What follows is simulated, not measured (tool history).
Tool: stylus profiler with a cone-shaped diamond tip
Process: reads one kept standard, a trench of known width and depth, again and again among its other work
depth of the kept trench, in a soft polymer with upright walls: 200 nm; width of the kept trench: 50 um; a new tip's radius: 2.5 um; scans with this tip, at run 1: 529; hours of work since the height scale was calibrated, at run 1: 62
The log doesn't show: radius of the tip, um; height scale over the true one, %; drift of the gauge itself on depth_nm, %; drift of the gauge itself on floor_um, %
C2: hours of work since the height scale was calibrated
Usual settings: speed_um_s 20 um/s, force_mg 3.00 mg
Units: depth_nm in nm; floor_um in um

{"run": 1, "hour": 0.0, "speed_um_s": 20, "force_mg": 3.0, "scans with this tip": 529, "C2": 62, "depth_nm": 203.82, "floor_um": 47.95}
{"run": 2, "hour": 10.5, "speed_um_s": 20, "force_mg": 3.0, "scans with this tip": 567, "C2": 67, "depth_nm": 203.83, "floor_um": 47.96}
{"run": 3, "hour": 28.8, "speed_um_s": 20, "force_mg": 3.0, "scans with this tip": 632, "C2": 75, "depth_nm": 203.84, "floor_um": 47.97}
{"run": 4, "hour": 52.5, "speed_um_s": 20, "force_mg": 6.69, "scans with this tip": 717, "C2": 85, "depth_nm": 206.55, "floor_um": 47.99}
{"run": 5, "hour": 64.3, "speed_um_s": 20, "force_mg": 3.0, "scans with this tip": 759, "C2": 90, "depth_nm": 203.8, "floor_um": 47.9}
{"run": 6, "hour": 79.5, "speed_um_s": 20, "force_mg": 3.0, "scans with this tip": 813, "C2": 96, "depth_nm": 203.83, "floor_um": 47.91}
{"run": 7, "hour": 89.7, "speed_um_s": 20, "force_mg": 3.0, "scans with this tip": 849, "C2": 100, "depth_nm": 203.82, "floor_um": 47.93}
{"run": 8, "hour": 100.8, "speed_um_s": 20, "force_mg": 3.0, "scans with this tip": 889, "C2": 105, "depth_nm": 203.83, "floor_um": 47.89}
{"run": 9, "hour": 120.1, "speed_um_s": 20, "force_mg": 3.0, "scans with this tip": 958, "C2": 113, "depth_nm": 203.99, "floor_um": 47.86}
{"run": 10, "hour": 132.5, "speed_um_s": 20, "force_mg": 3.0, "scans with this tip": 1002, "C2": 118, "depth_nm": 203.89, "floor_um": 47.86}
{"run": 11, "hour": 152.6, "speed_um_s": 20, "force_mg": 3.0, "scans with this tip": 1074, "C2": 127, "depth_nm": 203.86, "floor_um": 47.89}
{"run": 12, "hour": 175.8, "speed_um_s": 20, "force_mg": 3.0, "scans with this tip": 1156, "C2": 137, "depth_nm": 203.93, "floor_um": 47.86}
{"run": 13, "hour": 194.3, "speed_um_s": 20, "force_mg": 3.0, "scans with this tip": 1222, "C2": 144, "depth_nm": 203.91, "floor_um": 47.84}
{"run": 14, "hour": 204.1, "speed_um_s": 20, "force_mg": 1.16, "scans with this tip": 1257, "C2": 149, "depth_nm": 202.01, "floor_um": 47.81}
{"run": 15, "hour": 227.8, "speed_um_s": 8, "force_mg": 3.0, "scans with this tip": 1342, "C2": 159, "depth_nm": 203.9, "floor_um": 47.92}
{"run": 16, "hour": 249.9, "speed_um_s": 8, "force_mg": 3.0, "scans with this tip": 1421, "C2": 168, "depth_nm": 203.95, "floor_um": 47.81}
{"run": 17, "hour": 271.0, "speed_um_s": 8, "force_mg": 3.0, "scans with this tip": 1496, "C2": 177, "depth_nm": 203.92, "floor_um": 47.83}
{"run": 18, "hour": 291.0, "speed_um_s": 70, "force_mg": 2.28, "scans with this tip": 1567, "C2": 185, "depth_nm": 203.25, "floor_um": 47.72}
{"run": 19, "hour": 306.0, "speed_um_s": 76, "force_mg": 1.62, "scans with this tip": 1621, "C2": 192, "depth_nm": 202.64, "floor_um": 47.69}
{"run": 20, "hour": 321.3, "speed_um_s": 38, "force_mg": 1.62, "scans with this tip": 1675, "C2": 198, "depth_nm": 202.62, "floor_um": 47.75}
{"run": 21, "hour": 344.3, "speed_um_s": 38, "force_mg": 1.62, "scans with this tip": 1758, "C2": 208, "depth_nm": 202.51, "floor_um": 47.76}
{"run": 22, "hour": 364.1, "speed_um_s": 42, "force_mg": 4.65, "scans with this tip": 1828, "C2": 216, "depth_nm": 205.19, "floor_um": 47.81}
{"run": 23, "hour": 378.9, "speed_um_s": 11, "force_mg": 1.22, "scans with this tip": 1881, "C2": 222, "depth_nm": 202.21, "floor_um": 47.72}
{"run": 24, "hour": 393.6, "speed_um_s": 11, "force_mg": 1.22, "scans with this tip": 1933, "C2": 228, "depth_nm": 202.24, "floor_um": 47.79}
{"run": 25, "hour": 405.5, "speed_um_s": 21, "force_mg": 4.02, "scans with this tip": 1976, "C2": 233, "depth_nm": 204.87, "floor_um": 47.78}
{"run": 26, "hour": 423.9, "speed_um_s": 21, "force_mg": 4.02, "scans with this tip": 2042, "C2": 241, "depth_nm": 204.85, "floor_um": 47.75}
{"run": 27, "hour": 447.6, "speed_um_s": 6, "force_mg": 5.18, "scans with this tip": 2126, "C2": 251, "depth_nm": 205.59, "floor_um": 47.82}
{"run": 28, "hour": 461.6, "speed_um_s": 6, "force_mg": 5.18, "scans with this tip": 2176, "C2": 257, "depth_nm": 205.71, "floor_um": 47.72}
{"run": 29, "hour": 477.5, "speed_um_s": 6, "force_mg": 5.18, "scans with this tip": 2233, "C2": 264, "depth_nm": 205.75, "floor_um": 47.78}
{"run": 30, "hour": 490.3, "speed_um_s": 6, "force_mg": 4.44, "scans with this tip": 2279, "C2": 269, "depth_nm": 205.11, "floor_um": 47.77}
{"run": 31, "hour": 506.8, "speed_um_s": 6, "force_mg": 4.44, "scans with this tip": 2338, "C2": 276, "depth_nm": 205.1, "floor_um": 47.73}
{"run": 32, "hour": 530.1, "speed_um_s": 5, "force_mg": 1.3, "scans with this tip": 2421, "C2": 286, "depth_nm": 202.39, "floor_um": 47.66}
{"run": 33, "hour": 550.5, "speed_um_s": 5, "force_mg": 1.3, "scans with this tip": 2493, "C2": 295, "depth_nm": 202.47, "floor_um": 47.68}
{"run": 34, "hour": 564.2, "speed_um_s": 51, "force_mg": 1.67, "scans with this tip": 2542, "C2": 300, "depth_nm": 202.85, "floor_um": 47.6}

Hidden state or all else? Some run-to-run changes of depth_nm, split into what the settings, what came in and random variation would give without the hidden state, and what is left for the hidden state (with any gauge scatter that isn't in both results):
Run 1 -> 2: no setting changed, nothing entered. depth_nm +0.01 nm: hidden state +0.01, all else +0.00.
Run 3 -> 4: force_mg 3.00 -> 6.69. depth_nm +2.71 nm: hidden state +0.01, all else +2.70.
Run 4 -> 5: force_mg 6.69 -> 3.00. depth_nm -2.75 nm: hidden state +0.00, all else -2.75.
Run 15 -> 16: no setting changed, nothing entered. depth_nm +0.05 nm: hidden state +0.02, all else +0.03.
Run 22 -> 23: speed_um_s 42 -> 11, force_mg 4.65 -> 1.22. depth_nm -2.98 nm: hidden state +0.00, all else -2.98.
Run 24 -> 25: speed_um_s 11 -> 21, force_mg 1.22 -> 4.02. depth_nm +2.63 nm: hidden state +0.02, all else +2.61.

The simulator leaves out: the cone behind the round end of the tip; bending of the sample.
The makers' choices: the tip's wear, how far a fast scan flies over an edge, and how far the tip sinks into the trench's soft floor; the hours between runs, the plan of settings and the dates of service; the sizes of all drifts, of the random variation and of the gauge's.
